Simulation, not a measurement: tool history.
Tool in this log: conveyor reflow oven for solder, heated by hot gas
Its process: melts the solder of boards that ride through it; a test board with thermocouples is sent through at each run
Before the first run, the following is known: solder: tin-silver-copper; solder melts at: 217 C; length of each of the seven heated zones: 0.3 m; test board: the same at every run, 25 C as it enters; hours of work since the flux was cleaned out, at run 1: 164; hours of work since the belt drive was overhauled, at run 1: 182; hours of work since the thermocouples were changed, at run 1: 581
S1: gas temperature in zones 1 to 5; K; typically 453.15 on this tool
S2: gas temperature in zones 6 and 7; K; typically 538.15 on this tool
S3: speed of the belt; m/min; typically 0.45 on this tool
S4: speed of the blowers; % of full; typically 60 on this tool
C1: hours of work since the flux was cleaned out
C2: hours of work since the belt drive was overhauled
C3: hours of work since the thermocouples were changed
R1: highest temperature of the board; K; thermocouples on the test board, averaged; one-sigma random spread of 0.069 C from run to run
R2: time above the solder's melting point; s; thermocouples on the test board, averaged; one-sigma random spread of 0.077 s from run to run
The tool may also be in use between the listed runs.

run 1 hour=0 | S1=453.15 S2=538.15 S3=0.45 S4=60 | C1=164 C2=182 C3=581 | R1=518.06 R2=53.45
run 2 hour=15.6 | S1=453.15 S2=538.15 S3=0.45 S4=60 | C1=172 C2=190 C3=588 | R1=518 R2=53.47
run 3 hour=33.5 | S1=453.15 S2=538.15 S3=0.45 S4=60 | C1=181 C2=199 C3=597 | R1=518.04 R2=53.41
-- hour=41.4 thermocouples of zones 6 and 7 changed
run 4 hour=53.6 | S1=453.15 S2=538.15 S3=0.45 S4=60 | C1=190 C2=208 C3=6 | R1=515.98 R2=51.39
run 5 hour=64.7 | S1=453.15 S2=538.15 S3=0.45 S4=60 | C1=196 C2=213 C3=12 | R1=515.94 R2=51.22
run 6 hour=91 | S1=439.15 S2=538.15 S3=0.45 S4=60 | C1=209 C2=226 C3=25 | R1=512.31 R2=41.9
run 7 hour=115.4 | S1=439.15 S2=538.15 S3=0.45 S4=60 | C1=221 C2=238 C3=37 | R1=512.27 R2=41.79
run 8 hour=128.8 | S1=445.15 S2=538.15 S3=0.45 S4=60 | C1=228 C2=245 C3=44 | R1=513.83 R2=45.82
run 9 hour=144.3 | S1=445.15 S2=538.15 S3=0.45 S4=60 | C1=235 C2=253 C3=51 | R1=513.81 R2=45.7
run 10 hour=160.6 | S1=453.15 S2=538.15 S3=0.45 S4=60 | C1=243 C2=261 C3=59 | R1=515.96 R2=51.03
-- hour=167.4 flux residue cleaned out of gas plates and filters
run 11 hour=187.7 | S1=453.15 S2=538.15 S3=0.379 S4=60 | C1=10 C2=272 C3=70 | R1=520.7 R2=68.31
run 12 hour=201.3 | S1=453.15 S2=538.15 S3=0.379 S4=83 | C1=17 C2=279 C3=77 | R1=525.3 R2=74.2
run 13 hour=216.6 | S1=453.15 S2=538.15 S3=0.379 S4=83 | C1=24 C2=286 C3=85 | R1=525.19 R2=74.31
-- hour=235.3 flux residue cleaned out of gas plates and filters, once more
run 14 hour=239.7 | S1=453.15 S2=538.15 S3=0.379 S4=83 | C1=2 C2=295 C3=94 | R1=527.5 R2=76.99
run 15 hour=252.4 | S1=465.15 S2=538.15 S3=0.415 S4=83 | C1=9 C2=302 C3=100 | R1=527.01 R2=75.31
run 16 hour=263.9 | S1=465.15 S2=538.15 S3=0.415 S4=83 | C1=14 C2=307 C3=106 | R1=527.03 R2=75.17
run 17 hour=287.8 | S1=465.15 S2=538.15 S3=0.415 S4=83 | C1=26 C2=319 C3=118 | R1=527.01 R2=75.18
run 18 hour=311.8 | S1=453.15 S2=549.15 S3=0.474 S4=60 | C1=38 C2=331 C3=130 | R1=523.63 R2=55.27
run 19 hour=336.9 | S1=453.15 S2=549.15 S3=0.474 S4=60 | C1=51 C2=344 C3=142 | R1=523.68 R2=55.43
run 20 hour=359.5 | S1=463.15 S2=538.15 S3=0.453 S4=79 | C1=62 C2=355 C3=153 | R1=523.63 R2=64.63
run 21 hour=382.9 | S1=463.15 S2=538.15 S3=0.453 S4=79 | C1=74 C2=367 C3=165 | R1=523.73 R2=64.66
run 22 hour=398.1 | S1=463.15 S2=538.15 S3=0.453 S4=79 | C1=81 C2=374 C3=173 | R1=523.61 R2=64.52
run 23 hour=409.7 | S1=450.15 S2=540.15 S3=0.398 S4=83 | C1=87 C2=380 C3=178 | R1=527.51 R2=71.5
run 24 hour=424.6 | S1=450.15 S2=540.15 S3=0.398 S4=83 | C1=94 C2=387 C3=186 | R1=527.53 R2=71.39
run 25 hour=436.2 | S1=450.15 S2=540.15 S3=0.398 S4=83 | C1=100 C2=393 C3=192 | R1=527.49 R2=71.5

Consider 5 possible next runs. They are alternatives, not a sequence: every one starts from the tool as it was left by run 25. What does each give?
run A hour=456 | S1=450.15 S2=540.15 S3=0.392 S4=83 | C1=110 C2=403 C3=201 | R1=? R2=?
run B hour=456 | S1=465.15 S2=535.15 S3=0.45 S4=57 | C1=110 C2=403 C3=201 | R1=? R2=?
run C hour=456 | S1=453.15 S2=538.15 S3=0.391 S4=63 | C1=110 C2=403 C3=201 | R1=? R2=?
run D hour=456 | S1=450.15 S2=544.15 S3=0.398 S4=74 | C1=110 C2=403 C3=201 | R1=? R2=?
run E hour=456 | S1=461.15 S2=538.15 S3=0.45 S4=56 | C1=110 C2=403 C3=201 | R1=? R2=?

run=A R1=527.74 R2=72.94
run=B R1=516.49 R2=57.84
run=C R1=522.58 R2=68.8
run=D R1=529.02 R2=72.02
run=E R1=517.57 R2=56.57
Stripped of hidden state, with their random variation kept, the same runs would have yielded:
run=A R1=527.66 R2=72.72
run=B R1=516.4 R2=57.74
run=C R1=522.44 R2=68.53
run=D R1=528.99 R2=71.78
run=E R1=517.53 R2=56.49
